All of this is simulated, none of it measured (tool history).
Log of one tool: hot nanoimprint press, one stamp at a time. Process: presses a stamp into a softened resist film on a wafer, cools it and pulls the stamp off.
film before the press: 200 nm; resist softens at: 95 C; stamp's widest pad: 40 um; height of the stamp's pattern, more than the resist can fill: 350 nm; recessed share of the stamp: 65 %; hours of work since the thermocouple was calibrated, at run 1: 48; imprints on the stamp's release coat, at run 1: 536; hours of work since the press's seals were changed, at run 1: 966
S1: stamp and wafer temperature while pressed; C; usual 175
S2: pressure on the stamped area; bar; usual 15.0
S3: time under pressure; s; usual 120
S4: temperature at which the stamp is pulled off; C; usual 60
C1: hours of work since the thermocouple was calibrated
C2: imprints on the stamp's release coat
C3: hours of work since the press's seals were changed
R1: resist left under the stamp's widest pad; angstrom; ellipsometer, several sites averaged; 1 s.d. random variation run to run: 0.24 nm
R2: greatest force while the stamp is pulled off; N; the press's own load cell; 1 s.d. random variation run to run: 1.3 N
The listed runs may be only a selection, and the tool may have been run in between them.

| run | hour | S1 | S2 | S3 | S4 | C1 | C2 | C3 | R1 | R2 |
|---|---|---|---|---|---|---|---|---|---|---|
| 1 | 0.0 | 175 | 15.0 | 120 | 60 | 48 | 536 | 966 | 1033 | 176 |
| 2 | 41.9 | 175 | 15.0 | 120 | 60 | 77 | 741 | 995 | 1026 | 177 |
|  | 57.7 | stamp cleaned and given a new release coat |
| 3 | 84.1 | 175 | 15.0 | 123 | 60 | 102 | 129 | 1020 | 1019 | 178 |
|  | 106.5 | press's hydraulic seals changed and the load cell set to zero |
| 4 | 130.6 | 175 | 10.8 | 120 | 60 | 128 | 317 | 17 | 1170 | 177 |
| 5 | 153.8 | 175 | 15.0 | 120 | 60 | 144 | 430 | 33 | 1030 | 178 |
| 6 | 185.7 | 175 | 15.0 | 120 | 60 | 166 | 586 | 54 | 1025 | 178 |
| 7 | 211.2 | 175 | 15.0 | 120 | 60 | 184 | 711 | 72 | 1031 | 176 |
|  | 235.4 | stamp cleaned and given a new release coat |
| 8 | 240.7 | 174 | 15.0 | 120 | 60 | 200 | 26 | 88 | 1060 | 177 |
| 9 | 261.3 | 174 | 15.0 | 120 | 60 | 214 | 127 | 102 | 1059 | 178 |
| 10 | 302.2 | 174 | 15.0 | 120 | 60 | 242 | 326 | 130 | 1058 | 178 |
| 11 | 321.4 | 174 | 15.0 | 120 | 60 | 255 | 420 | 144 | 1058 | 176 |
| 12 | 348.7 | 174 | 15.0 | 120 | 60 | 274 | 554 | 162 | 1058 | 176 |
| 13 | 385.6 | 175 | 15.0 | 120 | 47 | 299 | 734 | 188 | 1027 | 245 |
|  | 402.6 | stamp cleaned and given a new release coat |
|  | 419.4 | plate thermocouple calibrated |
| 14 | 434.3 | 175 | 15.0 | 120 | 60 | 10 | 140 | 215 | 1020 | 176 |
| 15 | 463.8 | 175 | 15.0 | 120 | 60 | 31 | 284 | 235 | 1019 | 181 |
| 16 | 507.9 | 175 | 11.7 | 141 | 60 | 61 | 500 | 266 | 1065 | 177 |
| 17 | 532.9 | 175 | 11.7 | 141 | 60 | 78 | 622 | 283 | 1065 | 178 |
|  | 556.5 | gauge calibrated |
| 18 | 561.2 | 175 | 23.7 | 120 | 53 | 98 | 760 | 302 | 847 | 214 |
|  | 572.9 | stamp cleaned and given a new release coat |
| 19 | 607.4 | 175 | 15.0 | 120 | 61 | 125 | 169 | 330 | 1028 | 171 |
| 20 | 633.6 | 163 | 15.0 | 63 | 56 | 143 | 297 | 348 | 1667 | 197 |
| 21 | 652.1 | 175 | 15.0 | 120 | 46 | 156 | 387 | 361 | 1031 | 247 |
| 22 | 684.9 | 175 | 15.0 | 209 | 60 | 179 | 547 | 383 | 840 | 178 |
| 23 | 721.4 | 173 | 20.4 | 209 | 47 | 204 | 726 | 408 | 785 | 239 |
|  | 742.0 | stamp cleaned and given a new release coat |
| 24 | 768.0 | 175 | 15.0 | 120 | 67 | 232 | 127 | 436 | 1026 | 143 |
| 25 | 797.3 | 175 | 16.3 | 208 | 60 | 252 | 270 | 457 | 809 | 176 |
| 26 | 817.5 | 175 | 19.0 | 208 | 60 | 266 | 369 | 470 | 749 | 179 |
| 27 | 847.6 | 175 | 9.4 | 208 | 47 | 286 | 516 | 491 | 1026 | 239 |
|  | 893.8 | plate thermocouple calibrated |
| 28 | 895.1 | 175 | 9.4 | 208 | 47 | 1 | 734 | 522 | 1018 | 241 |

Predict each of these 4 candidate next runs independently; none follows another, all start after run 28:
|  | 911.6 | stamp cleaned and given a new release coat |
| A | 920.3 | 175 | 14.1 | 120 | 60 | 14 | 43 | 535 | ? | ? |
|  | 911.6 | stamp cleaned and given a new release coat |
| B | 920.3 | 171 | 15.0 | 120 | 60 | 14 | 43 | 535 | ? | ? |
|  | 911.6 | stamp cleaned and given a new release coat |
| C | 920.3 | 186 | 18.2 | 208 | 61 | 14 | 43 | 535 | ? | ? |
|  | 911.6 | stamp cleaned and given a new release coat |
| D | 920.3 | 175 | 18.5 | 115 | 47 | 14 | 43 | 535 | ? | ? |

| run | R1 | R2 |
|---|---|---|
| A | 1047 | 175 |
| B | 1170 | 178 |
| C | 507 | 172 |
| D | 949 | 243 |
Had the tool no hidden state, the same runs would have come out as:
| run | R1 | R2 |
|---|---|---|
| A | 1057 | 175 |
| B | 1181 | 178 |
| C | 511 | 172 |
| D | 958 | 243 |
